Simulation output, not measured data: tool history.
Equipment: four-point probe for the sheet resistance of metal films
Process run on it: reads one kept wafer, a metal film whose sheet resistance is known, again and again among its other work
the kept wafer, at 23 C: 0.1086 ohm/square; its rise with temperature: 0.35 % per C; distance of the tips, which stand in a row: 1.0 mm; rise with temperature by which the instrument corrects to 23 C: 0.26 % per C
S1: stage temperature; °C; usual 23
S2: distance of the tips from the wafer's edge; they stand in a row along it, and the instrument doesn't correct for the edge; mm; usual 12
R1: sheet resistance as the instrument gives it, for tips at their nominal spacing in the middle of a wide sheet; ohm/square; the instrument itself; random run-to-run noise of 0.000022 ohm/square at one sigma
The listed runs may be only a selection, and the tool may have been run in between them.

run	hour	S1	S2	R1
1	0.0	23	12	0.108491
2	47.4	23	12	0.108493
3	124.6	23	12	0.108485
4	176.3	19	12	0.108082
5	275.5	19	12	0.108132
6	355.5	23	12	0.108468
7	460.3	23	12	0.108443
8	557.7	23	53	0.108104
9	614.5	23	12	0.108503
10	690.2	23	12	0.108476
11	784.6	23	4	0.111588
12	866.5	23	4	0.111581
13	965.0	23	12	0.108449
14	1074.3	23	12	0.108429
15	1152.8	23	12	0.108472
16	1229.8	23	12	0.108449
17	1298.2	23	12	0.108440
18	1386.8	35	3	0.115320
19	1479.1	23	35	0.108083
20	1584.8	23	12	0.108492
21	1682.5	21	12	0.108219
22	1750.0	26	26	0.108388
23	1797.6	25	5	0.110492
24	1848.9	25	27	0.108302
25	1909.7	33	15	0.109240
26	1971.9	26	15	0.108603
# hour 2001.5: stage's thermometer calibrated
27	2060.4	23	11	0.108224
28	2116.6	23	11	0.108219

Run 29 has not been measured yet. What should we expect?
29	2161.4	26	12	?

Run 29 measured R1 0.108462 ohm/square.
With the hidden condition absent and the run-to-run variation left alone, this run would have shown R1 0.109328 ohm/square.

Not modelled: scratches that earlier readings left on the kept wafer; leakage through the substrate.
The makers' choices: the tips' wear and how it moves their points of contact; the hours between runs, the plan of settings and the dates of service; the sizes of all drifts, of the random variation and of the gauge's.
